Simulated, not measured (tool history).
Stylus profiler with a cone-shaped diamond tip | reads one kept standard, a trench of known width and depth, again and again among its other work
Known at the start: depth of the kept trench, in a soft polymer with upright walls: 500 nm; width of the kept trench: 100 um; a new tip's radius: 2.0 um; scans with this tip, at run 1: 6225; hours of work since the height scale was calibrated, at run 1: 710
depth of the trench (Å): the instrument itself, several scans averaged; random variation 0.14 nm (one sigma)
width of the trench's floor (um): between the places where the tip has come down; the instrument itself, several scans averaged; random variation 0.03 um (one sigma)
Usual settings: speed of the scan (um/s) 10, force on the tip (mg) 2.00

| run | hour | speed of the scan (um/s) | force on the tip (mg) | scans with this tip | hours of work since the height scale was calibrated | depth of the trench (Å) | width of the trench's floor (um) |
|---|---|---|---|---|---|---|---|
| 1 | 0.0 | 10 | 2.00 | 6225 | 710 | 5071.1 | 96.59 |
| 2 | 22.5 | 10 | 2.00 | 6349 | 724 | 5072.2 | 96.54 |
| 3 | 41.3 | 10 | 2.00 | 6451 | 735 | 5073.2 | 96.53 |
| 4 | 67.3 | 10 | 2.00 | 6594 | 752 | 5073.3 | 96.56 |
| 5 | 105.7 | 10 | 2.00 | 6804 | 776 | 5074.6 | 96.54 |
| 6 | 144.8 | 10 | 2.00 | 7019 | 800 | 5075.6 | 96.53 |
| 7 | 165.2 | 10 | 1.35 | 7131 | 813 | 5063.8 | 96.42 |
|  | 168.9 | height scale calibrated on a step standard |
| 8 | 205.9 | 16 | 2.00 | 7351 | 23 | 5087.1 | 96.45 |
| 9 | 242.7 | 10 | 0.82 | 7552 | 46 | 5061.5 | 96.35 |
|  | 265.9 | height scale calibrated on a step standard, once more |
| 10 | 268.8 | 10 | 0.82 | 7692 | 2 | 5027.9 | 96.40 |
| 11 | 296.6 | 10 | 0.82 | 7845 | 19 | 5031.3 | 96.38 |
| 12 | 321.2 | 10 | 0.82 | 7980 | 35 | 5029.6 | 96.31 |
| 13 | 354.1 | 13 | 5.05 | 8159 | 55 | 5107.1 | 96.36 |
| 14 | 386.0 | 8 | 2.22 | 8335 | 75 | 5061.8 | 96.39 |
| 15 | 412.1 | 8 | 2.22 | 8478 | 91 | 5061.1 | 96.33 |

Forecast each of these 5 alternatives for the next run:
| A | 430.6 | 3 | 2.00 | 8579 | 103 | ? | ? |
| B | 430.6 | 14 | 2.00 | 8579 | 103 | ? | ? |
| C | 430.6 | 3 | 5.18 | 8579 | 103 | ? | ? |
| D | 430.6 | 2 | 3.19 | 8579 | 103 | ? | ? |
| E | 430.6 | 3 | 2.00 | 8579 | 103 | ? | ? |

| run | depth of the trench (Å) | width of the trench's floor (um) |
|---|---|---|
| A | 5059.6 | 96.35 |
| B | 5056.4 | 96.31 |
| C | 5110.6 | 96.37 |
| D | 5079.6 | 96.32 |
| E | 5057.7 | 96.34 |
Without the tool's hidden state the same runs would have given:
| run | depth of the trench (Å) | width of the trench's floor (um) |
|---|---|---|
| A | 5057.6 | 97.34 |
| B | 5054.5 | 97.30 |
| C | 5108.7 | 97.35 |
| D | 5077.7 | 97.31 |
| E | 5055.8 | 97.33 |
